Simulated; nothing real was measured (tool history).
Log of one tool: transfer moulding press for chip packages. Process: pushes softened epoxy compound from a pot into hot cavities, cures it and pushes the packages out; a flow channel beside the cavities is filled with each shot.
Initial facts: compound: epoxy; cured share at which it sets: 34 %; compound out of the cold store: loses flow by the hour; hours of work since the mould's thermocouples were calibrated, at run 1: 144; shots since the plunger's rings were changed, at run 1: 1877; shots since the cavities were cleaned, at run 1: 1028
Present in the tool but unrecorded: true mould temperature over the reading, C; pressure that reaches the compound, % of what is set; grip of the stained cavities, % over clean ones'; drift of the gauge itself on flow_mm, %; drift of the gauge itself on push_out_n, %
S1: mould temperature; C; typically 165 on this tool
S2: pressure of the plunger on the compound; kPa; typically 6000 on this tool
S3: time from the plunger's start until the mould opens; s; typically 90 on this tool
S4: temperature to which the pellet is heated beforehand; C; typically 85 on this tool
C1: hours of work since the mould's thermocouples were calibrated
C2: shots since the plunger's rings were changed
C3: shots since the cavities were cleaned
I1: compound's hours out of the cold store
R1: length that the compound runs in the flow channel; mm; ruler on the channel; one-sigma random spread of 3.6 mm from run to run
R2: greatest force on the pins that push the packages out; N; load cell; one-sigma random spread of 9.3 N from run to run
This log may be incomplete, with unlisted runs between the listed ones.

Run 1, hour 0: usual settings; C1 144; C2 1877; C3 1028; I1 13.8. Result: R1 963 mm, R2 703 N.
At hour 9.1: cavities cleaned with cleaning compound and waxed.
Run 2, hour 46: usual settings; C1 178; C2 2503; C3 519; I1 46.1. Result: R1 855 mm, R2 706 N.
Run 3, hour 76.3: usual settings; C1 200; C2 2927; C3 943; I1 40.7. Result: R1 858 mm, R2 682 N.
At hour 92.5: cavities cleaned with cleaning compound and waxed.
Run 4, hour 120.5: usual settings but S2 5610 kPa; C1 232; C2 3527; C3 393; I1 42.1. Result: R1 821 mm, R2 603 N.
At hour 179.6: plunger's sealing rings changed.
At hour 181.1: cavities cleaned with cleaning compound and waxed.
At hour 186.6: cavities cleaned with cleaning compound and waxed, once more.
Run 5, hour 186.6: usual settings but S4 87 C; C1 277; C2 57; C3 0; I1 28.3. Result: R1 932 mm, R2 433 N.
Run 6, hour 223.9: usual settings but S4 87 C; C1 305; C2 580; C3 523; I1 10.4. Result: R1 983 mm, R2 633 N.
Run 7, hour 253.3: usual settings but S4 80 C; C1 327; C2 993; C3 936; I1 35.8. Result: R1 888 mm, R2 671 N.
At hour 270.4: cavities cleaned with cleaning compound and waxed.
Run 8, hour 310.7: usual settings but S4 80 C; C1 368; C2 1779; C3 567; I1 11.7. Result: R1 970 mm, R2 636 N.
At hour 355.4: cavities cleaned with cleaning compound and waxed.
Run 9, hour 364.6: usual settings; C1 407; C2 2514; C3 128; I1 14.6. Result: R1 948 mm, R2 510 N.
Run 10, hour 393.6: usual settings; C1 429; C2 2922; C3 536; I1 45. Result: R1 840 mm, R2 629 N.
At hour 439.2: cavities cleaned with cleaning compound and waxed.
Run 11, hour 441.6: usual settings; C1 463; C2 3575; C3 34; I1 22.9. Result: R1 912 mm, R2 449 N.
At hour 497.2: plunger's sealing rings changed.
Run 12, hour 497.2: usual settings but S3 73 s; C1 503; C2 0; C3 781; I1 26.6. Result: R1 928 mm, R2 848 N.
At hour 524.4: cavities cleaned with cleaning compound and waxed.
Run 13, hour 541.8: usual settings but S3 73 s; C1 535; C2 604; C3 245; I1 37.2. Result: R1 883 mm, R2 682 N.
Run 14, hour 574: usual settings but S1 163 C, S2 6960 kPa; C1 559; C2 1057; C3 698; I1 13.3. Result: R1 1063 mm, R2 702 N.
At hour 611.9: cavities cleaned with cleaning compound and waxed.
Run 15, hour 614.5: usual settings but S1 163 C, S2 6750 kPa, S4 77 C; C1 588; C2 1604; C3 36; I1 25. Result: R1 985 mm, R2 482 N.
Run 16, hour 652.5: usual settings but S1 163 C, S2 6750 kPa, S4 77 C; C1 616; C2 2139; C3 571; I1 38.4. Result: R1 933 mm, R2 653 N.
Run 17, hour 691.7: usual settings but S1 163 C, S2 6750 kPa, S4 77 C; C1 645; C2 2689; C3 1121; I1 8.5. Result: R1 1041 mm, R2 750 N.
At hour 696.3: cavities cleaned with cleaning compound and waxed.
Run 18, hour 742.1: usual settings but S1 170 C, S2 5560 kPa, S3 95 s, S4 80 C; C1 682; C2 3375; C3 642; I1 22.5. Result: R1 851 mm, R2 581 N.
Run 19, hour 774.3: usual settings but S1 170 C, S2 5560 kPa, S3 77 s, S4 78 C; C1 706; C2 3828; C3 1095; I1 42. Result: R1 792 mm, R2 627 N.
At hour 779.9: cavities cleaned with cleaning compound and waxed.
At hour 816: plunger's sealing rings changed.
Run 20, hour 816.1: usual settings but S1 170 C, S2 5560 kPa, S3 77 s, S4 78 C; C1 734; C2 2; C3 474; I1 40.2. Result: R1 823 mm, R2 583 N.
At hour 866.8: cavities cleaned with cleaning compound and waxed.
Run 21, hour 868.4: usual settings but S1 170 C, S2 5560 kPa, S3 77 s, S4 78 C; C1 772; C2 715; C3 23; I1 20.6. Result: R1 876 mm, R2 428 N.
Run 22, hour 918.6: usual settings but S2 6280 kPa, S3 124 s, S4 77 C; C1 809; C2 1419; C3 727; I1 33.7. Result: R1 916 mm, R2 596 N.
At hour 949.3: cavities cleaned with cleaning compound and waxed.
At hour 976.3: mould's thermocouples calibrated.
Run 23, hour 984.2: usual settings but S2 6280 kPa, S4 87 C; C1 6; C2 2293; C3 463; I1 24.7. Result: R1 938 mm, R2 603 N.
At hour 1033.7: cavities cleaned with cleaning compound and waxed.
Run 24, hour 1047: usual settings but S1 171 C; C1 52; C2 3154; C3 187; I1 31.7. Result: R1 855 mm, R2 469 N.
Run 25, hour 1088.8: usual settings but S1 168 C, S2 6300 kPa, S3 84 s, S4 76 C; C1 83; C2 3740; C3 773; I1 17.9. Result: R1 933 mm, R2 640 N.
At hour 1118.3: cavities cleaned with cleaning compound and waxed.
Run 26, hour 1118.3: usual settings but S2 7190 kPa; C1 103; C2 4134; C3 0; I1 8.4. Result: R1 1046 mm, R2 417 N.

Below are 4 alternative next runs, each starting from the tool's condition after run 26. Predict each:
At hour 1136.9: plunger's sealing rings changed.
Run A, hour 1171.6: usual settings but S1 163 C, S2 6950 kPa; C1 141; C2 488; C3 714; I1 39.1. Result: R1 ?, R2 ?.
At hour 1136.9: plunger's sealing rings changed.
Run B, hour 1171.6: usual settings but S2 6240 kPa; C1 141; C2 488; C3 714; I1 20.1. Result: R1 ?, R2 ?.
At hour 1136.9: plunger's sealing rings changed.
Run C, hour 1171.6: usual settings but S2 5330 kPa, S4 92 C; C1 141; C2 488; C3 714; I1 38.9. Result: R1 ?, R2 ?.
At hour 1136.9: plunger's sealing rings changed.
Run D, hour 1171.6: usual settings but S2 6850 kPa; C1 141; C2 488; C3 714; I1 9.3. Result: R1 ?, R2 ?.

run    R1   R2
  A   963  703
  B   967  666
  C   834  619
  D  1061  656
Take away the tool's hidden state, keep each run's random variation, and the runs would have read:
run    R1   R2
  A   971  470
  B   976  442
  C   841  407
  D  1070  437
